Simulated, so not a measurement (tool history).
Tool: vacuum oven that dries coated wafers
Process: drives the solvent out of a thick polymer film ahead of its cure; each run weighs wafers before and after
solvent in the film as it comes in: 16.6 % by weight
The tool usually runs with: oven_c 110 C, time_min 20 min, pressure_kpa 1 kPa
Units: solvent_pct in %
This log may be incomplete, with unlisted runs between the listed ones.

run   hour  oven_c  time_min  pressure_kpa  solvent_pct
  1      0     110        20             1         3.07
  2   11.9     110        20             1         3.02
  3   20.8     110        20             1         2.97
  4   28.8     110        20             1         2.95
  5   39.9     110        20             1            3
  6   52.6     110        20             1         3.13
  7   60.4     110        20             1         2.93
  8   67.8      98        20             1         7.02
  9   78.5      98        20             1         7.08
 10   88.6      98        20             1         6.93
 11   94.5     123        20             1          0.6
 12  104.1     123        20             1         0.69
 13    113     123        20             1         0.65
 14  123.2     110        12             1         5.44
 15  132.2     110        20             1         2.99
 16  143.1     110        20             1         3.03
     145.4  -- vacuum gauge cleaned of residue and calibrated
 17  155.4     110        20             1         3.03
 18  165.6     110        20             1         3.03
 19  175.1     110        20             1         3.05
 20  186.1     104        10           2.3         8.46
 21    193     110        11             1         5.69
 22  201.3     118        32          1.08          0.6
 23  212.5     118        32          1.94         0.88
     220.6  -- vacuum gauge cleaned of residue and calibrated, once more
 24    223     118        20          0.67         1.08
 25  231.1      97        17          2.19         8.58
 26    240      95        27             1         6.79
 27    248     121        31             1          0.5
 28  258.8     102        18          1.06         6.12
 29  270.3     110        20          2.39         3.44
 30  278.1     110        20          2.39         3.53
 31  288.1     110        20          3.05         3.84
 32  295.8     110        20          2.73         3.71
 33  307.8     110        20          2.73         3.61
 34  319.1     113        23           1.3         1.83

Forecast each of these 5 alternatives for the next run:
  A  331.1     105        29          2.91            ?
  B  331.1     111        20             1            ?
  C  331.1     110        20          2.01            ?
  D  331.1     105        15          0.71            ?
  E  331.1     119        23          0.76            ?

run  solvent_pct
  A         3.78
  B         2.69
  C         3.43
  D         5.68
  E         0.64
Take away the tool's hidden state, keep each run's random variation, and the runs would have read:
run  solvent_pct
  A         3.94
  B         2.83
  C         3.59
  D         5.86
  E         0.69
